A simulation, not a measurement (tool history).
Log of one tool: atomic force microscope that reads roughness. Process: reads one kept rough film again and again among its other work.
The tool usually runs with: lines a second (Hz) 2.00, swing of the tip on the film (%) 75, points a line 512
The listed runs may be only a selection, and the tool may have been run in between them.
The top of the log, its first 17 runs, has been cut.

| run | day | lines a second (Hz) | swing of the tip on the film (%) | points a line | pictures with this tip | hours of work since the height scale was calibrated | roughness of the kept film (nm (root mean square)) |
|---|---|---|---|---|---|---|---|
|  | 10.771 | new tip fitted |
| 18 | 10.800 | 2.00 | 75 | 512 | 1 | 253 | 2.742 |
| 19 | 11.388 | 1.07 | 75 | 512 | 24 | 260 | 2.896 |
| 20 | 12.138 | 2.00 | 75 | 512 | 53 | 269 | 2.709 |
|  | 12.425 | new tip fitted |
| 21 | 12.683 | 2.00 | 75 | 596 | 10 | 275 | 2.753 |
| 22 | 13.504 | 2.00 | 75 | 512 | 42 | 285 | 2.707 |
|  | 14.096 | new tip fitted |
| 23 | 14.125 | 0.52 | 86 | 513 | 1 | 292 | 2.963 |
| 24 | 14.604 | 0.52 | 86 | 513 | 20 | 298 | 2.945 |
|  | 14.712 | height scale calibrated on a step standard |
| 25 | 15.317 | 0.70 | 62 | 315 | 46 | 7 | 2.980 |
| 26 | 15.750 | 0.70 | 62 | 315 | 62 | 12 | 2.991 |
|  | 15.833 | new tip fitted |
| 27 | 16.350 | 0.70 | 62 | 315 | 20 | 19 | 3.035 |
|  | 16.538 | height scale calibrated on a step standard, once more |
| 28 | 16.988 | 0.62 | 67 | 567 | 43 | 5 | 3.004 |
|  | 17.583 | new tip fitted |
| 29 | 17.804 | 2.00 | 71 | 359 | 9 | 15 | 2.821 |
| 30 | 18.325 | 2.00 | 71 | 359 | 29 | 21 | 2.809 |
| 31 | 18.962 | 2.00 | 71 | 359 | 54 | 29 | 2.761 |
|  | 19.275 | new tip fitted |
| 32 | 19.767 | 2.00 | 75 | 316 | 19 | 38 | 2.728 |
| 33 | 20.600 | 1.40 | 85 | 744 | 52 | 48 | 2.672 |
|  | 20.933 | new tip fitted |
| 34 | 21.179 | 0.55 | 72 | 762 | 9 | 55 | 2.996 |
| 35 | 21.658 | 2.00 | 86 | 933 | 28 | 61 | 2.536 |

Forecast run 36:
| 36 | 22.358 | 2.00 | 86 | 337 | 55 | 69 | ? |

{"run 36": {"roughness of the kept film (nm (root mean square))": 2.507}}
Were there no unlogged condition in the tool, this run, its random variation unchanged, would have produced roughness of the kept film (nm (root mean square)) 2.562.
